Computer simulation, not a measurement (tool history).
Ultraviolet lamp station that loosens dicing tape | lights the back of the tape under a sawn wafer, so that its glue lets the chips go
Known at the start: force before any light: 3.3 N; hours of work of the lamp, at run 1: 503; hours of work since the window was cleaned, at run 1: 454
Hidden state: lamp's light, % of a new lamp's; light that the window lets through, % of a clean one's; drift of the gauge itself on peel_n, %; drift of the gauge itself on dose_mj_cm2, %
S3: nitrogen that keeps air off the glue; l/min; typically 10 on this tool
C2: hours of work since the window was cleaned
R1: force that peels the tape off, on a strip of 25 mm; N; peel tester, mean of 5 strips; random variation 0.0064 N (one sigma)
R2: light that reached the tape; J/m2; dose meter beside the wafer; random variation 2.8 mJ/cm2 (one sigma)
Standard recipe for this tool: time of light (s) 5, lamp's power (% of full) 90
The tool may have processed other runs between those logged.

run 1 hour=0 | time_of_light_(s)=5 lamp's_power_(%_of_full)=90 S3=10 | hours_of_work_of_the_lamp=503 C2=454 | R1=0.343 R2=2960
run 2 hour=51.5 | time_of_light_(s)=5 lamp's_power_(%_of_full)=72 S3=10 | hours_of_work_of_the_lamp=524 C2=476 | R1=0.505 R2=2320
run 3 hour=126.2 | time_of_light_(s)=5 lamp's_power_(%_of_full)=90 S3=6 | hours_of_work_of_the_lamp=555 C2=506 | R1=0.532 R2=2870
run 4 hour=156.4 | time_of_light_(s)=5 lamp's_power_(%_of_full)=90 S3=6 | hours_of_work_of_the_lamp=567 C2=519 | R1=0.531 R2=2830
run 5 hour=193.1 | time_of_light_(s)=5 lamp's_power_(%_of_full)=90 S3=10 | hours_of_work_of_the_lamp=582 C2=534 | R1=0.371 R2=2750
run 6 hour=246.2 | time_of_light_(s)=5 lamp's_power_(%_of_full)=76 S3=15 | hours_of_work_of_the_lamp=604 C2=555 | R1=0.436 R2=2360
-- hour=251.6 window cleaned of glue's vapour
run 7 hour=287 | time_of_light_(s)=5 lamp's_power_(%_of_full)=97 S3=19 | hours_of_work_of_the_lamp=621 C2=15 | R1=0.262 R2=2760
run 8 hour=358 | time_of_light_(s)=7 lamp's_power_(%_of_full)=100 S3=5 | hours_of_work_of_the_lamp=650 C2=44 | R1=0.347 R2=3850
run 9 hour=402.4 | time_of_light_(s)=5 lamp's_power_(%_of_full)=100 S3=5 | hours_of_work_of_the_lamp=668 C2=62 | R1=0.62 R2=2760
run 10 hour=476.5 | time_of_light_(s)=5 lamp's_power_(%_of_full)=100 S3=5 | hours_of_work_of_the_lamp=699 C2=92 | R1=0.64 R2=2680

Hidden condition of the tool, last listed run before each entry between runs versus first listed run after:
From run 6 to run 7: window cleaned of glue's vapour (hour 251.6)
  lamp's light, % of a new lamp's: 80.8 -> 80.3; light that the window lets through, % of a clean one's: 84.5 -> 78.9
  measured result minus the result with no hidden state, R1: +0.208 -> +0.13 N; R2: -1080 -> -1590 J/m2
